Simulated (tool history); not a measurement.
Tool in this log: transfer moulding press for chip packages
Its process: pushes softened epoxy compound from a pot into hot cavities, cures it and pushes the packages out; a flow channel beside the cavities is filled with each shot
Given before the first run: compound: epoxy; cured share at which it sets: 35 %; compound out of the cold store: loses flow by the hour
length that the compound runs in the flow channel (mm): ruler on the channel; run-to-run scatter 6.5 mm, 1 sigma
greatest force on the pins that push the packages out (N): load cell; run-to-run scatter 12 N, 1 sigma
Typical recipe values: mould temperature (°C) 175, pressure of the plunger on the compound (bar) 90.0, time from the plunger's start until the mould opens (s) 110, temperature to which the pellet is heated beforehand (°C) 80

| run | hour | mould temperature (°C) | pressure of the plunger on the compound (bar) | time from the plunger's start until the mould opens (s) | temperature to which the pellet is heated beforehand (°C) | incoming compound's hours out of the cold store | length that the compound runs in the flow channel (mm) | greatest force on the pins that push the packages out (N) |
|---|---|---|---|---|---|---|---|---|
| 1 | 0.0 | 175 | 90.0 | 110 | 80 | 13.3 | 734 | 602 |
|  | 24.3 | cavities cleaned with cleaning compound and waxed |
| 2 | 40.7 | 175 | 90.0 | 110 | 77 | 15.9 | 740 | 634 |
| 3 | 61.2 | 177 | 90.0 | 110 | 80 | 9.7 | 742 | 526 |
|  | 89.0 | cavities cleaned with cleaning compound and waxed |
| 4 | 101.7 | 177 | 90.0 | 110 | 80 | 17.8 | 724 | 511 |
| 5 | 137.2 | 177 | 90.0 | 110 | 84 | 46.7 | 665 | 497 |
|  | 151.6 | cavities cleaned with cleaning compound and waxed |
| 6 | 169.8 | 177 | 90.0 | 110 | 84 | 12.5 | 731 | 512 |
| 7 | 187.6 | 177 | 90.0 | 110 | 84 | 19.3 | 720 | 525 |
|  | 214.4 | cavities cleaned with cleaning compound and waxed |
| 8 | 214.7 | 177 | 90.0 | 110 | 84 | 19.8 | 718 | 505 |
| 9 | 246.0 | 177 | 70.9 | 110 | 84 | 45.1 | 582 | 477 |
| 10 | 268.1 | 177 | 70.9 | 110 | 84 | 8.9 | 653 | 510 |
|  | 272.5 | plunger's sealing rings changed |
|  | 279.3 | cavities cleaned with cleaning compound and waxed |
| 11 | 306.1 | 177 | 70.9 | 110 | 84 | 41.5 | 595 | 513 |
| 12 | 324.7 | 177 | 70.9 | 110 | 84 | 9.4 | 666 | 529 |
|  | 342.3 | cavities cleaned with cleaning compound and waxed |
| 13 | 348.8 | 177 | 70.9 | 110 | 84 | 12.9 | 651 | 500 |
| 14 | 374.3 | 177 | 70.9 | 110 | 84 | 38.4 | 599 | 504 |
|  | 405.3 | cavities cleaned with cleaning compound and waxed |
| 15 | 406.5 | 175 | 96.4 | 140 | 80 | 28.3 | 732 | 413 |
| 16 | 438.6 | 175 | 89.0 | 110 | 72 | 43.5 | 667 | 567 |
| 17 | 459.3 | 175 | 90.0 | 118 | 80 | 14.3 | 734 | 516 |
|  | 469.1 | cavities cleaned with cleaning compound and waxed |
| 18 | 480.7 | 170 | 73.5 | 117 | 76 | 11.5 | 681 | 731 |

Run 19 has not been measured yet. What should we expect?
| 19 | 518.1 | 170 | 98.2 | 130 | 76 | 41.6 | ? | ? |

length that the compound runs in the flow channel (mm): 721
greatest force on the pins that push the packages out (N): 564
The same run, on a tool lacking any hidden state, would have yielded length that the compound runs in the flow channel (mm) 722, greatest force on the pins that push the packages out (N) 560.
